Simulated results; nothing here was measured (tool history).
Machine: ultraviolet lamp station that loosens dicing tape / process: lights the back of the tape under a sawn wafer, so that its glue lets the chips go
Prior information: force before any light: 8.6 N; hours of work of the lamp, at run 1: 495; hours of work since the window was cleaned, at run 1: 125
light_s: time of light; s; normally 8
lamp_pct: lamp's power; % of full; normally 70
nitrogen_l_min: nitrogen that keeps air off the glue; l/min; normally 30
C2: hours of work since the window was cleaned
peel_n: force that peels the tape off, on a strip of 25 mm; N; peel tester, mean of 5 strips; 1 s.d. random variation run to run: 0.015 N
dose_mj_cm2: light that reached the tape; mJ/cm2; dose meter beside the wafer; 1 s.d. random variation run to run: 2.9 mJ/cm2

{"run": 1, "hour": 0.0, "light_s": 8, "lamp_pct": 70, "nitrogen_l_min": 30, "hours of work of the lamp": 495, "C2": 125, "peel_n": 0.677, "dose_mj_cm2": 417}
{"run": 2, "hour": 9.1, "light_s": 8, "lamp_pct": 70, "nitrogen_l_min": 30, "hours of work of the lamp": 501, "C2": 131, "peel_n": 0.674, "dose_mj_cm2": 413}
{"run": 3, "hour": 19.7, "light_s": 8, "lamp_pct": 70, "nitrogen_l_min": 30, "hours of work of the lamp": 509, "C2": 139, "peel_n": 0.664, "dose_mj_cm2": 412}
{"run": 4, "hour": 36.8, "light_s": 8, "lamp_pct": 70, "nitrogen_l_min": 30, "hours of work of the lamp": 521, "C2": 151, "peel_n": 0.686, "dose_mj_cm2": 416}
{"run": 5, "hour": 51.4, "light_s": 8, "lamp_pct": 70, "nitrogen_l_min": 30, "hours of work of the lamp": 531, "C2": 161, "peel_n": 0.672, "dose_mj_cm2": 415}
{"run": 6, "hour": 72.0, "light_s": 8, "lamp_pct": 70, "nitrogen_l_min": 30, "hours of work of the lamp": 546, "C2": 176, "peel_n": 0.666, "dose_mj_cm2": 417}
{"run": 7, "hour": 87.2, "light_s": 8, "lamp_pct": 70, "nitrogen_l_min": 30, "hours of work of the lamp": 557, "C2": 187, "peel_n": 0.664, "dose_mj_cm2": 418}
{"run": 8, "hour": 106.0, "light_s": 8, "lamp_pct": 70, "nitrogen_l_min": 30, "hours of work of the lamp": 570, "C2": 200, "peel_n": 0.684, "dose_mj_cm2": 416}
{"run": 9, "hour": 117.6, "light_s": 4, "lamp_pct": 70, "nitrogen_l_min": 30, "hours of work of the lamp": 578, "C2": 208, "peel_n": 2.188, "dose_mj_cm2": 207}
{"run": 10, "hour": 135.0, "light_s": 4, "lamp_pct": 70, "nitrogen_l_min": 30, "hours of work of the lamp": 591, "C2": 221, "peel_n": 2.26, "dose_mj_cm2": 210}
{"run": 11, "hour": 146.0, "light_s": 4, "lamp_pct": 70, "nitrogen_l_min": 30, "hours of work of the lamp": 599, "C2": 229, "peel_n": 2.266, "dose_mj_cm2": 206}
{"run": 12, "hour": 166.2, "light_s": 4, "lamp_pct": 70, "nitrogen_l_min": 30, "hours of work of the lamp": 613, "C2": 243, "peel_n": 2.178, "dose_mj_cm2": 209}
{"run": 13, "hour": 182.1, "light_s": 8, "lamp_pct": 65, "nitrogen_l_min": 30, "hours of work of the lamp": 624, "C2": 254, "peel_n": 0.823, "dose_mj_cm2": 384}
{"run": 14, "hour": 199.7, "light_s": 8, "lamp_pct": 97, "nitrogen_l_min": 34, "hours of work of the lamp": 637, "C2": 267, "peel_n": 0.347, "dose_mj_cm2": 572}
{"run": 15, "hour": 212.2, "light_s": 15, "lamp_pct": 98, "nitrogen_l_min": 25, "hours of work of the lamp": 645, "C2": 276, "peel_n": 0.194, "dose_mj_cm2": 1087}
{"run": 16, "hour": 227.7, "light_s": 12, "lamp_pct": 70, "nitrogen_l_min": 30, "hours of work of the lamp": 656, "C2": 286, "peel_n": 0.304, "dose_mj_cm2": 617}
{"run": 17, "hour": 249.3, "light_s": 9, "lamp_pct": 74, "nitrogen_l_min": 30, "hours of work of the lamp": 672, "C2": 302, "peel_n": 0.471, "dose_mj_cm2": 496}
{"run": 18, "hour": 260.2, "light_s": 9, "lamp_pct": 65, "nitrogen_l_min": 27, "hours of work of the lamp": 680, "C2": 310, "peel_n": 0.66, "dose_mj_cm2": 426}
{"run": 19, "hour": 269.9, "light_s": 9, "lamp_pct": 65, "nitrogen_l_min": 27, "hours of work of the lamp": 686, "C2": 316, "peel_n": 0.652, "dose_mj_cm2": 430}
{"run": 20, "hour": 281.8, "light_s": 5, "lamp_pct": 74, "nitrogen_l_min": 19, "hours of work of the lamp": 695, "C2": 325, "peel_n": 1.812, "dose_mj_cm2": 273}
{"run": 21, "hour": 299.8, "light_s": 8, "lamp_pct": 74, "nitrogen_l_min": 33, "hours of work of the lamp": 708, "C2": 338, "peel_n": 0.59, "dose_mj_cm2": 433}
{"run": 22, "hour": 319.1, "light_s": 8, "lamp_pct": 74, "nitrogen_l_min": 33, "hours of work of the lamp": 721, "C2": 351, "peel_n": 0.604, "dose_mj_cm2": 434}
{"run": 23, "hour": 338.9, "light_s": 8, "lamp_pct": 77, "nitrogen_l_min": 30, "hours of work of the lamp": 735, "C2": 365, "peel_n": 0.563, "dose_mj_cm2": 458}
{"run": 24, "hour": 353.7, "light_s": 5, "lamp_pct": 72, "nitrogen_l_min": 21, "hours of work of the lamp": 746, "C2": 376, "peel_n": 1.797, "dose_mj_cm2": 266}

For each run, the measured value with the value that run would have given without the tool's hidden condition subtracted. The run-to-run variation is shared by both, the gauge scatter possibly not:
Hidden state at play: lamp's light, % of a new lamp's; light that the window lets through, % of a clean one's; drift of the gauge itself on peel_n, %; drift of the gauge itself on dose_mj_cm2, %.
run=1 dose_mj_cm2=-1
run=2 dose_mj_cm2=+0
run=3 dose_mj_cm2=-1
run=4 dose_mj_cm2=-1
run=5 dose_mj_cm2=-1
run=6 dose_mj_cm2=-1
run=7 dose_mj_cm2=-1
run=8 dose_mj_cm2=+0
run=9 dose_mj_cm2=+0
run=10 dose_mj_cm2=-1
run=11 dose_mj_cm2=+0
run=12 dose_mj_cm2=-1
run=13 dose_mj_cm2=-1
run=14 dose_mj_cm2=-1
run=15 dose_mj_cm2=-3
run=16 dose_mj_cm2=-2
run=17 dose_mj_cm2=-2
run=18 dose_mj_cm2=-1
run=19 dose_mj_cm2=-1
run=20 dose_mj_cm2=-1
run=21 dose_mj_cm2=-2
run=22 dose_mj_cm2=-2
run=23 dose_mj_cm2=-2
run=24 dose_mj_cm2=-1
peel_n: differs from the measured result by no more than 0.009 N in any run.

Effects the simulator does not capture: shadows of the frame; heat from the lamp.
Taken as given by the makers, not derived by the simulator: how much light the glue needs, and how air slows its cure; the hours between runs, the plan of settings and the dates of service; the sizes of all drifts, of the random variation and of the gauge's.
